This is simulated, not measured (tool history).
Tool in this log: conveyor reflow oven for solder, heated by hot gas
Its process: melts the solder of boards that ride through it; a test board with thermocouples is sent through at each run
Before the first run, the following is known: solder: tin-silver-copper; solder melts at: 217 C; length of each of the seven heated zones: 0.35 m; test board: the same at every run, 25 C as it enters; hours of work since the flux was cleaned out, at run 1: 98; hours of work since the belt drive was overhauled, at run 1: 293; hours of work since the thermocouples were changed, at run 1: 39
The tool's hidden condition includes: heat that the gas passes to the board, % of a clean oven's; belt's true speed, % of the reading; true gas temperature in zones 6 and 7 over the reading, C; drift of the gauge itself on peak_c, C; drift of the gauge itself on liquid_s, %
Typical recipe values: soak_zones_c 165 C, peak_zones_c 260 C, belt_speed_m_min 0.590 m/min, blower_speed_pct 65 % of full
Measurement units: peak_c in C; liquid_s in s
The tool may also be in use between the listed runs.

| run | hour | soak_zones_c | peak_zones_c | belt_speed_m_min | blower_speed_pct | hours of work since the flux was cleaned out | hours of work since the belt drive was overhauled | hours of work since the thermocouples were changed | peak_c | liquid_s |
|---|---|---|---|---|---|---|---|---|---|---|
| 1 | 0.0 | 165 | 260 | 0.590 | 65 | 98 | 293 | 39 | 246.9 | 48.0 |
| 2 | 18.4 | 165 | 260 | 0.590 | 65 | 107 | 302 | 48 | 246.9 | 47.8 |
| 3 | 37.6 | 165 | 260 | 0.590 | 65 | 116 | 311 | 57 | 246.9 | 47.9 |
| 4 | 57.2 | 165 | 260 | 0.590 | 65 | 125 | 320 | 66 | 246.7 | 47.8 |
| 5 | 78.9 | 165 | 260 | 0.590 | 65 | 135 | 330 | 76 | 247.0 | 47.7 |
| 6 | 96.5 | 165 | 260 | 0.646 | 65 | 143 | 339 | 85 | 244.1 | 40.8 |
| 7 | 120.3 | 165 | 260 | 0.646 | 65 | 154 | 350 | 96 | 244.1 | 40.6 |
| 8 | 132.9 | 165 | 260 | 0.646 | 65 | 160 | 356 | 102 | 243.9 | 40.7 |
| 9 | 163.8 | 170 | 260 | 0.590 | 65 | 175 | 370 | 116 | 247.3 | 49.6 |
| 10 | 181.4 | 165 | 260 | 0.590 | 65 | 183 | 378 | 124 | 246.4 | 47.7 |
| 11 | 194.7 | 165 | 260 | 0.590 | 65 | 189 | 385 | 131 | 246.4 | 47.4 |
| 12 | 214.6 | 165 | 256 | 0.590 | 65 | 199 | 394 | 140 | 243.1 | 44.8 |
| 13 | 242.3 | 165 | 256 | 0.590 | 65 | 211 | 407 | 153 | 242.7 | 44.6 |
|  | 248.7 | flux residue cleaned out of gas plates and filters |
| 14 | 275.2 | 165 | 254 | 0.676 | 67 | 12 | 420 | 166 | 237.1 | 32.6 |
| 15 | 305.5 | 165 | 254 | 0.676 | 67 | 27 | 434 | 180 | 237.0 | 32.4 |
| 16 | 327.9 | 151 | 254 | 0.512 | 67 | 37 | 445 | 191 | 243.1 | 49.2 |
| 17 | 348.0 | 165 | 260 | 0.567 | 89 | 46 | 454 | 200 | 251.1 | 54.4 |
| 18 | 361.6 | 165 | 260 | 0.572 | 84 | 53 | 460 | 206 | 250.2 | 52.8 |
| 19 | 377.5 | 172 | 260 | 0.477 | 84 | 60 | 468 | 214 | 254.6 | 71.4 |
| 20 | 400.5 | 152 | 271 | 0.489 | 81 | 71 | 479 | 225 | 262.9 | 67.9 |
|  | 417.6 | flux residue cleaned out of gas plates and filters, once more |
| 21 | 432.1 | 165 | 258 | 0.590 | 61 | 7 | 491 | 237 | 245.3 | 47.0 |
| 22 | 458.2 | 161 | 264 | 0.573 | 58 | 19 | 503 | 249 | 250.2 | 50.9 |
| 23 | 477.5 | 161 | 264 | 0.573 | 58 | 28 | 512 | 258 | 250.6 | 51.0 |

Here are 4 independent what-if runs from the current tool condition. What would each one return?
| A | 500.7 | 165 | 256 | 0.492 | 65 | 39 | 523 | 269 | ? | ? |
| B | 500.7 | 157 | 264 | 0.529 | 58 | 39 | 523 | 269 | ? | ? |
| C | 500.7 | 169 | 274 | 0.515 | 58 | 39 | 523 | 269 | ? | ? |
| D | 500.7 | 168 | 264 | 0.533 | 53 | 39 | 523 | 269 | ? | ? |

| run | peak_c | liquid_s |
|---|---|---|
| A | 249.0 | 61.9 |
| B | 252.1 | 56.4 |
| C | 264.1 | 68.9 |
| D | 252.4 | 58.5 |
Take away the tool's hidden state, keep each run's random variation, and the runs would have read:
| run | peak_c | liquid_s |
|---|---|---|
| A | 248.4 | 61.1 |
| B | 251.6 | 55.6 |
| C | 263.5 | 68.1 |
| D | 251.8 | 57.7 |
